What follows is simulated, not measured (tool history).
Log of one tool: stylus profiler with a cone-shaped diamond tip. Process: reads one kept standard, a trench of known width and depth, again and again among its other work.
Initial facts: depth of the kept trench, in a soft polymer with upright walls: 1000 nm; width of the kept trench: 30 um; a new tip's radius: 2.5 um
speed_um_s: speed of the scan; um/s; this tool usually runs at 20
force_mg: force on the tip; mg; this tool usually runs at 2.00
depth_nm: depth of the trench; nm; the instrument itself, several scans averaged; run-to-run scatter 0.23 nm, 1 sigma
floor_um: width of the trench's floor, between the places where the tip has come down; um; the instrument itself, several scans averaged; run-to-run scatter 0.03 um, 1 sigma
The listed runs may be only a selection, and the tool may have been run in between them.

run,hour,speed_um_s,force_mg,depth_nm,floor_um
1,0.0,20,2.00,1014.63,22.20
2,57.3,20,2.00,1014.53,22.14
3,115.2,27,2.00,1014.16,22.12
4,156.0,22,2.00,1014.34,22.05
5,218.3,14,2.00,1014.20,22.03
6,275.6,14,2.00,1014.69,22.00
# hour 311.9: new tip fitted, height scale calibrated
7,321.6,14,2.00,1011.85,25.96
8,370.3,20,1.63,1010.22,25.82
9,401.7,20,1.63,1010.55,25.76
10,442.6,20,1.63,1010.15,25.67
11,509.7,20,1.63,1010.47,25.57
12,551.3,44,1.61,1010.57,25.45

What will run 13 give?
# hour 554.8: height scale calibrated on a step standard
13,590.0,36,2.00,?,?

Run 13 came out at depth_nm 1012.06 nm, floor_um 25.43 um.
If the tool had no hidden condition, the same run with the same run-to-run variation would have returned depth_nm 1011.75 nm, floor_um 25.92 um.
